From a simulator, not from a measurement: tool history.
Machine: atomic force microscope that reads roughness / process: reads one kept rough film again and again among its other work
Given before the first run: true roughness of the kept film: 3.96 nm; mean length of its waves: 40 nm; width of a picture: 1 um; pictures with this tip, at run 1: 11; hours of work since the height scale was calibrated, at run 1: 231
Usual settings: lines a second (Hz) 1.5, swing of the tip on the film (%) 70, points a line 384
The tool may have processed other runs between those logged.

| run | hour | lines a second (Hz) | swing of the tip on the film (%) | points a line | pictures with this tip | hours of work since the height scale was calibrated | roughness of the kept film (nm (root mean square)) |
|---|---|---|---|---|---|---|---|
| 1 | 0 | 1.5 | 70 | 384 | 11 | 231 | 3.65 |
| 2 | 17.5 | 1.5 | 70 | 384 | 52 | 245 | 3.552 |
| 3 | 36.8 | 1.5 | 59 | 384 | 96 | 260 | 3.535 |
| 4 | 55.2 | 1.5 | 59 | 384 | 139 | 274 | 3.465 |
| 5 | 71.7 | 1.5 | 59 | 384 | 177 | 287 | 3.387 |
| 6 | 80.8 | 1.5 | 59 | 384 | 198 | 294 | 3.383 |
| 7 | 94.6 | 0.9 | 70 | 384 | 230 | 305 | 3.308 |
| 8 | 108.8 | 0.9 | 70 | 384 | 263 | 316 | 3.278 |
| 9 | 125 | 0.9 | 70 | 384 | 300 | 329 | 3.244 |
| 10 | 141.4 | 0.87 | 70 | 384 | 338 | 341 | 3.157 |
|  | 143.4 | new tip fitted |
| 11 | 158 | 0.87 | 70 | 384 | 34 | 354 | 3.629 |
| 12 | 170.4 | 0.87 | 70 | 384 | 63 | 363 | 3.58 |
|  | 172.7 | height scale calibrated on a step standard |
| 13 | 182.6 | 0.87 | 70 | 384 | 89 | 8 | 3.563 |
| 14 | 192 | 0.87 | 70 | 379 | 110 | 15 | 3.495 |
| 15 | 204.6 | 0.87 | 70 | 379 | 140 | 25 | 3.465 |
| 16 | 213.5 | 1.71 | 59 | 433 | 160 | 32 | 3.433 |
| 17 | 233.2 | 1.71 | 59 | 433 | 206 | 47 | 3.328 |
| 18 | 243.8 | 2.14 | 68 | 599 | 230 | 55 | 3.287 |
| 19 | 257.3 | 2.14 | 68 | 599 | 261 | 66 | 3.224 |
| 20 | 267.9 | 1.5 | 65 | 384 | 286 | 74 | 3.224 |
|  | 277.6 | height scale calibrated on a step standard, once more |
| 21 | 283.6 | 3.67 | 78 | 802 | 320 | 5 | 2.964 |
|  | 294.1 | new tip fitted |
| 22 | 303.5 | 1.5 | 70 | 562 | 22 | 20 | 3.621 |
| 23 | 313.3 | 3.11 | 80 | 995 | 44 | 27 | 3.374 |
| 24 | 331.2 | 3.11 | 80 | 995 | 86 | 41 | 3.353 |
| 25 | 351.2 | 3.11 | 80 | 995 | 132 | 57 | 3.274 |
| 26 | 371 | 1.5 | 59 | 440 | 178 | 72 | 3.425 |
| 27 | 387.3 | 1.5 | 83 | 375 | 215 | 85 | 3.253 |
| 28 | 401.4 | 1.5 | 90 | 580 | 248 | 96 | 3.16 |
| 29 | 412.5 | 2.84 | 74 | 389 | 274 | 105 | 3.121 |

3 options for the next run, each taken on its own from the tool as it stands now. Forecast them:
| A | 430.4 | 0.98 | 57 | 389 | 315 | 118 | ? |
| B | 430.4 | 2.74 | 74 | 497 | 315 | 118 | ? |
| C | 430.4 | 0.51 | 57 | 389 | 315 | 118 | ? |

| run | roughness of the kept film (nm (root mean square)) |
|---|---|
| A | 3.24 |
| B | 3.06 |
| C | 3.234 |
The same runs, with their run-to-run variation unchanged, on a tool lacking any hidden condition would have given:
| run | roughness of the kept film (nm (root mean square)) |
|---|---|
| A | 3.73 |
| B | 3.523 |
| C | 3.723 |

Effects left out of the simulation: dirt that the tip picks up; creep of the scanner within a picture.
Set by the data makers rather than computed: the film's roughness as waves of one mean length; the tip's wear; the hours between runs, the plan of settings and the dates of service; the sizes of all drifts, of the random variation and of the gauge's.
